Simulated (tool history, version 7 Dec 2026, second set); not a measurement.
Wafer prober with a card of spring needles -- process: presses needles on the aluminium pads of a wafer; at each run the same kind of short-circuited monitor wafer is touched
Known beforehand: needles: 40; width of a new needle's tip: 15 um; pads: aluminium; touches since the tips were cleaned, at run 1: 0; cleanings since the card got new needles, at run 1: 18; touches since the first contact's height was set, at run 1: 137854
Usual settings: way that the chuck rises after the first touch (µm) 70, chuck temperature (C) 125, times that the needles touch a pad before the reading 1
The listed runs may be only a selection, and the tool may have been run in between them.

run	hour	way that the chuck rises after the first touch (µm)	chuck temperature (C)	times that the needles touch a pad before the reading	touches since the tips were cleaned	cleanings since the card got new needles	touches since the first contact's height was set	resistance of one needle with its contact and lead (mohm)	way that a needle slides on the pad (µm)
1	0	70	125	1	0	18	137854	177	18.39
# hour 21: height of the first contact set anew
# hour 25.6: tips cleaned on abrasive film
# hour 54.7: tips cleaned on abrasive film
2	68.6	70	125	1	3747	20	12763	191	18.73
# hour 82.4: tips cleaned on abrasive film
3	100.9	70	125	1	4974	21	21429	196	18.66
# hour 107: tips cleaned on abrasive film
4	129.8	70	125	1	6135	22	29191	195	18.72
# hour 133.7: tips cleaned on abrasive film
# hour 158.3: tips cleaned on abrasive film
5	158.3	59	125	1	0	24	36802	184	15.72
# hour 183.6: tips cleaned on abrasive film
6	190.6	59	125	1	1901	25	45487	194	15.58
# hour 209.3: tips cleaned on abrasive film
# hour 237.8: tips cleaned on abrasive film
7	241.6	70	125	1	1023	27	59178	186	18.61
# hour 262.2: tips cleaned on abrasive film
# hour 288.1: tips cleaned on abrasive film
8	297.6	87	125	1	2562	29	74192	187	23.16
# hour 315.4: tips cleaned on abrasive film
# hour 340.1: tips cleaned on abrasive film
9	354.5	87	125	1	3873	31	89474	188	23
# hour 370.3: tips cleaned on abrasive film
# hour 397.1: tips cleaned on abrasive film
10	418.7	89	48	1	5830	33	106713	176	23.45
# hour 422.4: tips cleaned on abrasive film
# hour 449.2: tips cleaned on abrasive film
# hour 477.6: tips cleaned on abrasive film
11	480.9	89	48	1	895	36	123386	167	23.41
# hour 504.3: tips cleaned on abrasive film
# hour 529.3: tips cleaned on abrasive film
12	532.1	77	101	1	779	38	137138	173	19.99
# hour 556.1: tips cleaned on abrasive film
# hour 556.4: height of the first contact set anew
# hour 582.6: tips cleaned on abrasive film
13	582.6	65	125	1	0	40	7023	185	17.38
# hour 608.2: tips cleaned on abrasive film
14	624.5	72	114	1	4383	41	18276	189	19.21
# hour 636: tips cleaned on abrasive film
# hour 661.7: tips cleaned on abrasive film
15	676.8	77	114	1	4061	43	32320	190	20.64
# hour 687.3: tips cleaned on abrasive film
# hour 712.4: tips cleaned on abrasive film
# hour 737.6: tips cleaned on abrasive film
16	739.7	77	114	1	575	46	49179	181	20.5
# hour 765.3: tips cleaned on abrasive film
17	782.4	68	74	3	4614	47	60650	176	17.99
# hour 792.4: tips cleaned on abrasive film
# hour 819.4: tips cleaned on abrasive film
18	830.8	68	74	3	3075	49	73632	174	17.97

Below, some changes in resistance of one needle with its contact and lead (mohm) between adjacent runs. For each, the amount present without the hidden state too (settings, incoming material, random variation) and the amount remaining for the hidden state with gauge scatter not shared by both compared results:
Unlogged tool condition in this case: debris on the tips, nm; way that the needles fall short of the set height, um; tips' diameter, um; drift of the gauge itself on contact_mohm, %; drift of the gauge itself on scrub_um, %.
Run 1 -> 2: height of the first contact set anew, tips cleaned on abrasive film, tips cleaned on abrasive film. resistance of one needle with its contact and lead (mohm) +14: hidden state +12, all else +2.
Run 4 -> 5: way that the chuck rises after the first touch (µm) 70 -> 59, tips cleaned on abrasive film, tips cleaned on abrasive film. resistance of one needle with its contact and lead (mohm) -11: hidden state -15, all else +4.

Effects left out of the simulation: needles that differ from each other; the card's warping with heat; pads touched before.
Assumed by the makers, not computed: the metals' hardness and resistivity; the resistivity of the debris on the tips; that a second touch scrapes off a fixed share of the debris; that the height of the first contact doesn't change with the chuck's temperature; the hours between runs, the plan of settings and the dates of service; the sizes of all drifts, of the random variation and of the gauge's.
